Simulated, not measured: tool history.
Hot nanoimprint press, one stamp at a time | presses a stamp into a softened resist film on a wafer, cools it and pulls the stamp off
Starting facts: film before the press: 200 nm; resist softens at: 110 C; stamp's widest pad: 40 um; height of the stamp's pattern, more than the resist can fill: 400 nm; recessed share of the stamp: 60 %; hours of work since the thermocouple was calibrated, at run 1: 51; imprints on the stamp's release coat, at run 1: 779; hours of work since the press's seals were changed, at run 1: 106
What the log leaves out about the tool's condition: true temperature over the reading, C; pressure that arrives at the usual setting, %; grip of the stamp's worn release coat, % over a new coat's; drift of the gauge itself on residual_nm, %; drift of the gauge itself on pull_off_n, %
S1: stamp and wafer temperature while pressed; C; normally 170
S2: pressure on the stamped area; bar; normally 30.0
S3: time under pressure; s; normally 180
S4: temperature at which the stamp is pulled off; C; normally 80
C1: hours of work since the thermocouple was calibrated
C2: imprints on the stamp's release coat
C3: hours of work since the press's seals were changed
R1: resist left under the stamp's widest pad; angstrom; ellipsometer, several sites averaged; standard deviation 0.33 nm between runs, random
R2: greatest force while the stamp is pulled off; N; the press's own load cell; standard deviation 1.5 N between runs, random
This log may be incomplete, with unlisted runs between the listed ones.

| run | hour | S1 | S2 | S3 | S4 | C1 | C2 | C3 | R1 | R2 |
|---|---|---|---|---|---|---|---|---|---|---|
| 1 | 0.0 | 170 | 30.0 | 180 | 80 | 51 | 779 | 106 | 941 | 119 |
| 2 | 32.5 | 170 | 24.5 | 180 | 80 | 74 | 945 | 129 | 1021 | 120 |
| 3 | 74.3 | 170 | 24.5 | 180 | 80 | 103 | 1160 | 158 | 1027 | 118 |
| 4 | 139.9 | 170 | 24.5 | 180 | 80 | 149 | 1497 | 204 | 1013 | 119 |
|  | 172.4 | stamp cleaned and given a new release coat |
| 5 | 191.7 | 170 | 24.5 | 180 | 80 | 181 | 99 | 236 | 1014 | 117 |
| 6 | 260.3 | 170 | 24.5 | 180 | 80 | 229 | 451 | 284 | 1011 | 119 |
| 7 | 322.7 | 170 | 24.5 | 180 | 80 | 273 | 771 | 328 | 1008 | 119 |
| 8 | 387.7 | 170 | 24.5 | 180 | 80 | 318 | 1105 | 373 | 1002 | 116 |
| 9 | 456.8 | 170 | 30.0 | 180 | 80 | 366 | 1460 | 422 | 913 | 122 |
|  | 497.0 | stamp cleaned and given a new release coat |
| 10 | 518.2 | 170 | 30.0 | 180 | 80 | 405 | 109 | 460 | 916 | 118 |
| 11 | 578.2 | 170 | 30.0 | 180 | 70 | 447 | 417 | 502 | 914 | 139 |
| 12 | 623.6 | 170 | 30.0 | 180 | 70 | 479 | 650 | 534 | 912 | 136 |
| 13 | 679.6 | 170 | 30.0 | 180 | 70 | 518 | 938 | 573 | 909 | 136 |
|  | 703.8 | gauge calibrated |
|  | 736.1 | plate thermocouple calibrated |
| 14 | 736.1 | 170 | 30.0 | 180 | 87 | 0 | 1212 | 611 | 940 | 106 |
| 15 | 790.3 | 170 | 30.0 | 180 | 75 | 38 | 1491 | 648 | 934 | 130 |
|  | 822.1 | stamp cleaned and given a new release coat |
| 16 | 841.5 | 170 | 31.7 | 180 | 79 | 70 | 100 | 680 | 910 | 121 |
| 17 | 908.0 | 170 | 30.0 | 276 | 80 | 116 | 441 | 727 | 794 | 122 |
| 18 | 954.6 | 170 | 30.0 | 276 | 80 | 149 | 680 | 759 | 789 | 116 |
| 19 | 998.1 | 170 | 30.0 | 276 | 80 | 179 | 904 | 790 | 786 | 120 |
| 20 | 1072.7 | 170 | 23.1 | 187 | 79 | 231 | 1287 | 842 | 1023 | 119 |
|  | 1143.6 | stamp cleaned and given a new release coat |
| 21 | 1146.8 | 170 | 40.0 | 120 | 80 | 279 | 16 | 889 | 940 | 118 |
| 22 | 1184.6 | 181 | 30.0 | 180 | 74 | 305 | 210 | 916 | 630 | 131 |
| 23 | 1216.4 | 172 | 42.3 | 180 | 80 | 328 | 373 | 938 | 726 | 119 |
| 24 | 1271.7 | 177 | 23.0 | 230 | 65 | 366 | 657 | 977 | 745 | 145 |
| 25 | 1309.2 | 167 | 23.0 | 230 | 65 | 392 | 850 | 1003 | 1041 | 147 |
| 26 | 1352.1 | 167 | 23.0 | 230 | 65 | 423 | 1070 | 1033 | 1030 | 149 |
| 27 | 1426.7 | 167 | 23.0 | 230 | 65 | 475 | 1453 | 1085 | 1036 | 145 |
|  | 1466.0 | stamp cleaned and given a new release coat |
| 28 | 1490.8 | 167 | 23.0 | 134 | 71 | 515 | 127 | 1126 | 1221 | 135 |
|  | 1539.0 | gauge calibrated |
|  | 1547.3 | plate thermocouple calibrated |
| 29 | 1560.0 | 179 | 30.6 | 134 | 71 | 9 | 467 | 1172 | 768 | 134 |

What if the next run were any one of these 3? Each begins from the tool's condition after run 29:
| A | 1600.7 | 179 | 30.6 | 171 | 71 | 37 | 676 | 1201 | ? | ? |
| B | 1600.7 | 160 | 30.6 | 248 | 74 | 37 | 676 | 1201 | ? | ? |
| C | 1600.7 | 163 | 30.6 | 226 | 82 | 37 | 676 | 1201 | ? | ? |

| run | R1 | R2 |
|---|---|---|
| A | 696 | 137 |
| B | 1177 | 129 |
| C | 1096 | 116 |
With no hidden state in the tool, these same runs would have given:
| run | R1 | R2 |
|---|---|---|
| A | 697 | 137 |
| B | 1179 | 129 |
| C | 1099 | 116 |

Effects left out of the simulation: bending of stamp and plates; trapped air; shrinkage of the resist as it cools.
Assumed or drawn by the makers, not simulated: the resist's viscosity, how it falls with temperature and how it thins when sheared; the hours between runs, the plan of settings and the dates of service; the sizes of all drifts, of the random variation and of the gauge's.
